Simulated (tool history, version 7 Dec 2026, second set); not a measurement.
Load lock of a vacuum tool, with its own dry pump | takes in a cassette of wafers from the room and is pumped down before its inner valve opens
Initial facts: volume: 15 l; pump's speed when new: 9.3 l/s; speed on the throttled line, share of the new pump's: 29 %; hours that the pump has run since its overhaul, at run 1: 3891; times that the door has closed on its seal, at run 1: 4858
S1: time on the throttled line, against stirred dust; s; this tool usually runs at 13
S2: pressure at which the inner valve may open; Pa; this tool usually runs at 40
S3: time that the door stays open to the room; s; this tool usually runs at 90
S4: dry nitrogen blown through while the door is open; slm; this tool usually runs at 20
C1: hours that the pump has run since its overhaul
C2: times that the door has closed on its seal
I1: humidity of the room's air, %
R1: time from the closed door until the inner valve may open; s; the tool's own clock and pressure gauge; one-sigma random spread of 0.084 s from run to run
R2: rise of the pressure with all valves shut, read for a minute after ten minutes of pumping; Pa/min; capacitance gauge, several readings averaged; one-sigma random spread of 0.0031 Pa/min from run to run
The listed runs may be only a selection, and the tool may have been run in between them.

Run 1, hour 0: usual settings; C1 3891; C2 4858; I1 42.5. Result: R1 21.85 s, R2 0.073 Pa/min.
Run 2, hour 225.8: usual settings; C1 4117; C2 5165; I1 43.8. Result: R1 22 s, R2 0.073 Pa/min.
Run 3, hour 421.9: usual settings but S1 22 s; C1 4313; C2 5432; I1 48.3. Result: R1 28.5 s, R2 0.076 Pa/min.
Run 4, hour 560.8: usual settings but S1 22 s; C1 4452; C2 5621; I1 47.2. Result: R1 28.51 s, R2 0.077 Pa/min.
Run 5, hour 778.9: usual settings but S1 22 s; C1 4670; C2 5918; I1 50.2. Result: R1 28.42 s, R2 0.087 Pa/min.
Run 6, hour 938: usual settings but S1 22 s; C1 4830; C2 6134; I1 45.2. Result: R1 28.42 s, R2 0.08 Pa/min.
Run 7, hour 1136: usual settings; C1 5027; C2 6404; I1 45. Result: R1 22.11 s, R2 0.08 Pa/min.
Run 8, hour 1275.9: usual settings but S1 6 s; C1 5167; C2 6594; I1 45.9. Result: R1 17.11 s, R2 0.082 Pa/min.
Run 9, hour 1404.6: usual settings but S1 6 s; C1 5296; C2 6769; I1 44.3. Result: R1 17.19 s, R2 0.073 Pa/min.
Run 10, hour 1641.2: usual settings; C1 5533; C2 7091; I1 45.9. Result: R1 22.06 s, R2 0.075 Pa/min.
Run 11, hour 1789.8: usual settings; C1 5681; C2 7293; I1 46.5. Result: R1 22.2 s, R2 0.08 Pa/min.
Run 12, hour 1979: usual settings; C1 5870; C2 7551; I1 44.2. Result: R1 22.22 s, R2 0.079 Pa/min.
Run 13, hour 2180.2: usual settings but S4 4 slm; C1 6072; C2 7825; I1 47.5. Result: R1 22.13 s, R2 0.13 Pa/min.
Run 14, hour 2377.8: usual settings but S4 4 slm; C1 6269; C2 8094; I1 46.8. Result: R1 22.28 s, R2 0.131 Pa/min.
Run 15, hour 2552.2: usual settings but S4 4 slm; C1 6444; C2 8331; I1 44.6. Result: R1 22.22 s, R2 0.128 Pa/min.
Run 16, hour 2781.2: usual settings but S4 4 slm; C1 6673; C2 8642; I1 48. Result: R1 21.98 s, R2 0.137 Pa/min.
Run 17, hour 2942.9: usual settings but S1 12 s, S2 76 Pa, S3 36 s, S4 8 slm; C1 6834; C2 8863; I1 45. Result: R1 20.33 s, R2 0.069 Pa/min.
Run 18, hour 3104.8: usual settings but S1 11 s, S2 37 Pa, S3 50 s, S4 12 slm; C1 6996; C2 9083; I1 44.5. Result: R1 20.95 s, R2 0.076 Pa/min.
Run 19, hour 3249: usual settings but S3 42 s, S4 26 slm; C1 7140; C2 9279; I1 45.3. Result: R1 22.18 s, R2 0.057 Pa/min.
Run 20, hour 3432.4: usual settings but S1 9 s, S2 34 Pa, S3 60 s, S4 17 slm; C1 7324; C2 9528; I1 45.5. Result: R1 19.78 s, R2 0.071 Pa/min.
Run 21, hour 3544.7: usual settings but S1 9 s, S2 34 Pa, S3 60 s, S4 14 slm; C1 7436; C2 9681; I1 46.9. Result: R1 19.65 s, R2 0.079 Pa/min.
Run 22, hour 3702.2: usual settings but S1 9 s, S2 34 Pa, S3 60 s, S4 14 slm; C1 7594; C2 9896; I1 46.3. Result: R1 19.67 s, R2 0.077 Pa/min.
Run 23, hour 3875.8: usual settings but S1 9 s, S2 34 Pa, S3 60 s, S4 14 slm; C1 7767; C2 10132; I1 41.6. Result: R1 19.7 s, R2 0.075 Pa/min.
Run 24, hour 3988: usual settings but S1 9 s, S2 34 Pa, S3 60 s, S4 14 slm; C1 7880; C2 10285; I1 46.2. Result: R1 19.68 s, R2 0.082 Pa/min.
Run 25, hour 4181.1: usual settings but S1 9 s, S2 34 Pa, S3 60 s, S4 14 slm; C1 8073; C2 10547; I1 45.6. Result: R1 19.8 s, R2 0.081 Pa/min.
Run 26, hour 4332.2: usual settings but S1 21 s, S2 29 Pa, S3 97 s, S4 7 slm; C1 8224; C2 10753; I1 46. Result: R1 28.53 s, R2 0.13 Pa/min.
Run 27, hour 4566.4: usual settings but S1 26 s, S3 32 s; C1 8458; C2 11072; I1 47.6. Result: R1 31.4 s, R2 0.059 Pa/min.
Run 28, hour 4721.8: usual settings but S1 26 s, S3 32 s; C1 8613; C2 11283; I1 44.4. Result: R1 31.25 s, R2 0.058 Pa/min.
Run 29, hour 4922.5: usual settings but S1 26 s, S2 57 Pa, S3 145 s; C1 8814; C2 11556; I1 45.4. Result: R1 30.84 s, R2 0.116 Pa/min.
Run 30, hour 5129.7: usual settings but S1 15 s, S2 36 Pa; C1 9021; C2 11838; I1 44.6. Result: R1 24.01 s, R2 0.087 Pa/min.

Some steps in R1 between neighbouring runs. How much of each would the tool show without its hidden state too (settings, what came in, random variation), and how much is left for the hidden state, with any gauge scatter that isn't in both results?
Hidden state at play: pump's speed, % of a new pump's; leak at the door's seal, Pa l/s; drift of the gauge itself on ready_s, %; drift of the gauge itself on rise_pa_min, %.
Run 2 -> 3: S1 13 -> 22. R1 +6.5 s: hidden state -0.03, all else +6.53.
Run 19 -> 20: S1 13 -> 9, S2 40 -> 34, S3 42 -> 60, S4 26 -> 17. R1 -2.4 s: hidden state +0.07, all else -2.47.
Run 25 -> 26: S1 9 -> 21, S2 34 -> 29, S3 60 -> 97, S4 14 -> 7. R1 +8.73 s: hidden state -0.12, all else +8.85.
Run 29 -> 30: S1 26 -> 15, S2 57 -> 36, S3 145 -> 90. R1 -6.83 s: hidden state +0.18, all else -7.01.
